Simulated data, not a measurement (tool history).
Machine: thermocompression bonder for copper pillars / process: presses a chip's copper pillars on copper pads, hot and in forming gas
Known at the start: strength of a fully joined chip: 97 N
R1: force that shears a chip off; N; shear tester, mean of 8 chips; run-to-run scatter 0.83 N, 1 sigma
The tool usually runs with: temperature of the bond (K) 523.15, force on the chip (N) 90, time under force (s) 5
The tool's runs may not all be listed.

{"run": 1, "hour": 0.0, "temperature of the bond (K)": 523.15, "force on the chip (N)": 90, "time under force (s)": 5, "R1": 65.9}
{"run": 2, "hour": 66.6, "temperature of the bond (K)": 523.15, "force on the chip (N)": 90, "time under force (s)": 5, "R1": 65.4}
{"run": 3, "hour": 119.9, "temperature of the bond (K)": 523.15, "force on the chip (N)": 83, "time under force (s)": 5, "R1": 62.6}
{"run": 4, "hour": 215.6, "temperature of the bond (K)": 523.15, "force on the chip (N)": 90, "time under force (s)": 5, "R1": 66.5}
{"run": 5, "hour": 309.4, "temperature of the bond (K)": 530.15, "force on the chip (N)": 90, "time under force (s)": 5, "R1": 68.2}
{"run": 6, "hour": 372.1, "temperature of the bond (K)": 551.15, "force on the chip (N)": 90, "time under force (s)": 5, "R1": 76.6}
{"run": 7, "hour": 449.4, "temperature of the bond (K)": 523.15, "force on the chip (N)": 90, "time under force (s)": 5, "R1": 66.1}
{"run": 8, "hour": 524.8, "temperature of the bond (K)": 523.15, "force on the chip (N)": 90, "time under force (s)": 5, "R1": 66.4}
{"run": 9, "hour": 600.9, "temperature of the bond (K)": 523.15, "force on the chip (N)": 90, "time under force (s)": 5, "R1": 66.0}
{"run": 10, "hour": 679.5, "temperature of the bond (K)": 523.15, "force on the chip (N)": 90, "time under force (s)": 5, "R1": 64.1}
{"run": 11, "hour": 751.9, "temperature of the bond (K)": 523.15, "force on the chip (N)": 90, "time under force (s)": 5, "R1": 65.6}
{"run": 12, "hour": 824.5, "temperature of the bond (K)": 523.15, "force on the chip (N)": 90, "time under force (s)": 5, "R1": 64.6}
{"run": 13, "hour": 867.1, "temperature of the bond (K)": 519.15, "force on the chip (N)": 90, "time under force (s)": 5, "R1": 63.6}
{"run": 14, "hour": 950.9, "temperature of the bond (K)": 519.15, "force on the chip (N)": 90, "time under force (s)": 5, "R1": 64.4}
{"run": 15, "hour": 1038.4, "temperature of the bond (K)": 519.15, "force on the chip (N)": 90, "time under force (s)": 5, "R1": 64.3}
{"run": 16, "hour": 1140.1, "temperature of the bond (K)": 519.15, "force on the chip (N)": 90, "time under force (s)": 5, "R1": 65.0}
{"run": 17, "hour": 1238.6, "temperature of the bond (K)": 519.15, "force on the chip (N)": 90, "time under force (s)": 5, "R1": 63.4}
{"run": 18, "hour": 1301.0, "temperature of the bond (K)": 523.15, "force on the chip (N)": 90, "time under force (s)": 5, "R1": 64.5}
{"run": 19, "hour": 1403.4, "temperature of the bond (K)": 523.15, "force on the chip (N)": 90, "time under force (s)": 5, "R1": 66.0}
{"run": 20, "hour": 1468.1, "temperature of the bond (K)": 544.15, "force on the chip (N)": 80, "time under force (s)": 8, "R1": 79.4}
{"run": 21, "hour": 1528.6, "temperature of the bond (K)": 544.15, "force on the chip (N)": 80, "time under force (s)": 8, "R1": 78.9}
{"run": 22, "hour": 1596.8, "temperature of the bond (K)": 523.15, "force on the chip (N)": 110, "time under force (s)": 5, "R1": 72.4}
{"run": 23, "hour": 1653.1, "temperature of the bond (K)": 523.15, "force on the chip (N)": 110, "time under force (s)": 5, "R1": 70.4}
{"run": 24, "hour": 1755.5, "temperature of the bond (K)": 532.15, "force on the chip (N)": 91, "time under force (s)": 9, "R1": 79.6}
{"run": 25, "hour": 1810.3, "temperature of the bond (K)": 532.15, "force on the chip (N)": 91, "time under force (s)": 9, "R1": 79.5}
{"run": 26, "hour": 1894.1, "temperature of the bond (K)": 537.15, "force on the chip (N)": 90, "time under force (s)": 3, "R1": 61.9}
{"run": 27, "hour": 1945.6, "temperature of the bond (K)": 532.15, "force on the chip (N)": 134, "time under force (s)": 5, "R1": 80.8}
{"run": 28, "hour": 2008.5, "temperature of the bond (K)": 525.15, "force on the chip (N)": 125, "time under force (s)": 11, "R1": 85.5}
{"run": 29, "hour": 2050.2, "temperature of the bond (K)": 523.15, "force on the chip (N)": 78, "time under force (s)": 11, "R1": 74.0}
{"run": 30, "hour": 2102.0, "temperature of the bond (K)": 517.15, "force on the chip (N)": 87, "time under force (s)": 3, "R1": 54.0}
{"run": 31, "hour": 2166.0, "temperature of the bond (K)": 514.15, "force on the chip (N)": 72, "time under force (s)": 3, "R1": 45.5}
{"run": 32, "hour": 2239.7, "temperature of the bond (K)": 514.15, "force on the chip (N)": 72, "time under force (s)": 3, "R1": 45.3}
{"run": 33, "hour": 2323.9, "temperature of the bond (K)": 505.15, "force on the chip (N)": 130, "time under force (s)": 3, "R1": 60.2}
{"run": 34, "hour": 2425.0, "temperature of the bond (K)": 547.15, "force on the chip (N)": 60, "time under force (s)": 3, "R1": 54.2}
{"run": 35, "hour": 2502.1, "temperature of the bond (K)": 533.15, "force on the chip (N)": 73, "time under force (s)": 8, "R1": 71.4}
{"run": 36, "hour": 2563.3, "temperature of the bond (K)": 533.15, "force on the chip (N)": 73, "time under force (s)": 8, "R1": 71.0}
{"run": 37, "hour": 2619.5, "temperature of the bond (K)": 514.15, "force on the chip (N)": 96, "time under force (s)": 14, "R1": 79.0}
{"run": 38, "hour": 2695.6, "temperature of the bond (K)": 514.15, "force on the chip (N)": 96, "time under force (s)": 14, "R1": 78.9}

Withheld: 12 entries from between the runs. Position of each, and hidden state at the listed run before versus the listed run after:
Logged between run 3 and run 4: forming gas filter changed (hour 147.8)
  true temperature of the bond over the reading, C: -0.4 -> -0.5; oxide that the forming gas leaves, % of the face: 1.04 -> 0.64
  difference, measured minus the result without the unlogged condition, R1: -0.4 -> -0.2 N
Logged between run 7 and run 8: forming gas filter changed (hour 460.6)
  true temperature of the bond over the reading, C: -0.7 -> -0.8; oxide that the forming gas leaves, % of the face: 1.09 -> 0.65
  difference, measured minus the result without the unlogged condition, R1: -0.6 -> -0.3 N
Logged between run 8 and run 9: force cell calibrated (hour 554.3)
  force that reaches the chip, % of what is set: 100.5 -> 100.1; oxide that the forming gas leaves, % of the face: 0.65 -> 0.8
  difference, measured minus the result without the unlogged condition, R1: -0.3 -> -0.6 N
Logged between run 11 and run 12: forming gas filter changed (hour 774.9)
  oxide that the forming gas leaves, % of the face: 1.11 -> 0.62
  difference, measured minus the result without the unlogged condition, R1: -0.8 -> -0.5 N
Logged between run 15 and run 16: heater calibrated with a thermocouple chip (hour 1047.4); forming gas filter changed (hour 1089.3)
  true temperature of the bond over the reading, C: -1.2 -> 0; oxide that the forming gas leaves, % of the face: 1.06 -> 0.62
  difference, measured minus the result without the unlogged condition, R1: -0.9 -> +0.0 N
Logged between run 18 and run 19: forming gas filter changed (hour 1403.4)
  true temperature of the bond over the reading, C: -0.1 -> -0.2; oxide that the forming gas leaves, % of the face: 0.92 -> 0.53
  difference, measured minus the result without the unlogged condition, R1: -0.3 -> +0.0 N
Logged between run 23 and run 24: forming gas filter changed (hour 1713.7)
  true temperature of the bond over the reading, C: -0.4 -> -0.5; oxide that the forming gas leaves, % of the face: 1.06 -> 0.61
  difference, measured minus the result without the unlogged condition, R1: -0.4 -> -0.2 N
Logged between run 28 and run 29: forming gas filter changed (hour 2023.8)
  true temperature of the bond over the reading, C: -0.7 -> -0.8; oxide that the forming gas leaves, % of the face: 1.14 -> 0.56
  difference, measured minus the result without the unlogged condition, R1: -0.6 -> -0.3 N
Logged between run 33 and run 34: forming gas filter changed (hour 2335.6)
  true temperature of the bond over the reading, C: -1 -> -1.1; oxide that the forming gas leaves, % of the face: 1.13 -> 0.69
  difference, measured minus the result without the unlogged condition, R1: -0.7 -> -0.5 N
Logged between run 34 and run 35: heater calibrated with a thermocouple chip (hour 2490.2)
  true temperature of the bond over the reading, C: -1.1 -> 0; force that reaches the chip, % of what is set: 100.4 -> 100.5; oxide that the forming gas leaves, % of the face: 0.69 -> 0.83
  difference, measured minus the result without the unlogged condition, R1: -0.5 -> -0.1 N
Logged between run 37 and run 38: forming gas filter changed (hour 2651.8)
  true temperature of the bond over the reading, C: -0.1 -> -0.2; oxide that the forming gas leaves, % of the face: 1.06 -> 0.58
  difference, measured minus the result without the unlogged condition, R1: -0.4 -> -0.1 N

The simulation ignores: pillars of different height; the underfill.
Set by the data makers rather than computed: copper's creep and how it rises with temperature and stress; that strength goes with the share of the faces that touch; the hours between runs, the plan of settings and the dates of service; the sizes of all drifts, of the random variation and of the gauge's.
